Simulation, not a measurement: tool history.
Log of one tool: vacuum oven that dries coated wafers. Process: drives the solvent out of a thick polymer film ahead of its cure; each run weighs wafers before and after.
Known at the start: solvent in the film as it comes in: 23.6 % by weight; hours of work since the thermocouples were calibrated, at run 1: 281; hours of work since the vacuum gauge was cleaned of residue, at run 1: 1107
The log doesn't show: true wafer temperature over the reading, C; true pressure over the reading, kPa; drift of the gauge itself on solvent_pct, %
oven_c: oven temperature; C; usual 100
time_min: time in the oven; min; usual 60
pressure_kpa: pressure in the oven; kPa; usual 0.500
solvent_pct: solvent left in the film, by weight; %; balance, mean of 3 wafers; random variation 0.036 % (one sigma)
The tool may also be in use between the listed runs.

run	day	oven_c	time_min	pressure_kpa	hours of work since the thermocouples were calibrated	hours of work since the vacuum gauge was cleaned of residue	solvent_pct
1	0.000	100	60	0.500	281	1107	5.59
2	2.821	100	60	1.568	312	1138	5.99
3	4.638	100	60	1.568	331	1157	5.95
4	6.338	100	60	0.500	349	1176	5.57
5	8.492	100	60	0.500	373	1199	5.55
6	11.117	100	60	0.500	401	1227	5.57
7	12.825	100	60	0.500	419	1246	5.51
8	16.412	100	60	0.500	458	1284	5.48
9	19.462	115	60	0.500	491	1317	0.92
10	20.967	100	60	0.500	507	1333	5.46
11	24.212	100	60	0.500	542	1368	5.42
12	26.967	100	60	0.500	572	1398	5.30
13	29.354	100	60	0.500	598	1424	5.35
14	31.921	100	60	0.500	625	1452	5.35
15	34.838	100	60	0.500	657	1483	5.33
16	37.775	100	60	0.500	688	1515	5.30
17	40.712	100	60	0.500	720	1546	5.29
18	43.662	108	60	0.500	752	1578	2.32
19	46.750	108	60	0.500	785	1611	2.32
# day 49.721: oven's thermocouples calibrated
20	49.858	100	60	0.500	1	1644	5.47
# day 50.654: vacuum gauge cleaned of residue and calibrated
21	53.367	100	60	0.500	39	29	5.23
22	56.808	114	60	0.500	76	66	0.94
23	59.721	114	60	0.500	107	98	0.95
24	62.004	114	60	0.500	132	122	0.93
25	64.667	114	60	0.500	160	151	0.95
26	66.258	114	60	0.500	178	168	0.98
27	69.821	93	67	1.613	216	207	8.09
28	73.204	96	60	0.918	252	243	7.07
29	76.542	96	30	1.146	288	279	11.69
30	79.500	97	40	0.500	320	311	9.29
31	82.433	97	40	0.500	352	343	9.20
32	84.588	101	41	0.500	375	366	7.19
33	87.421	95	50	0.483	406	396	8.48
34	90.367	99	39	0.705	437	428	8.47
35	92.842	99	39	0.474	464	455	8.49
36	94.412	106	91	0.500	481	472	1.08
37	98.062	108	55	0.824	520	511	2.66
38	100.825	103	64	0.500	550	541	3.38
39	103.367	86	84	0.447	578	568	9.08
40	106.158	86	84	0.447	608	598	9.04
41	108.283	88	42	0.500	631	621	12.54
42	111.854	88	42	0.500	669	660	12.52
43	115.379	88	42	1.434	707	698	12.80
44	118.850	94	42	1.434	744	735	10.31
45	121.958	100	60	1.848	778	769	5.25
46	125.250	100	44	1.848	813	804	7.33
# day 125.671: oven's thermocouples calibrated
47	126.958	100	46	0.588	14	822	7.63
48	129.988	100	46	0.984	47	854	7.77

3 ways to go on from here, each from the tool as it stands after run 48. What would each give?
A	133.233	100	99	0.984	82	889	?
B	133.233	100	37	0.438	82	889	?
C	133.233	113	42	0.608	82	889	?

run	solvent_pct
A	2.95
B	9.03
C	2.89
Without the tool's hidden state the same runs would have given:
run	solvent_pct
A	2.84
B	8.95
C	2.82
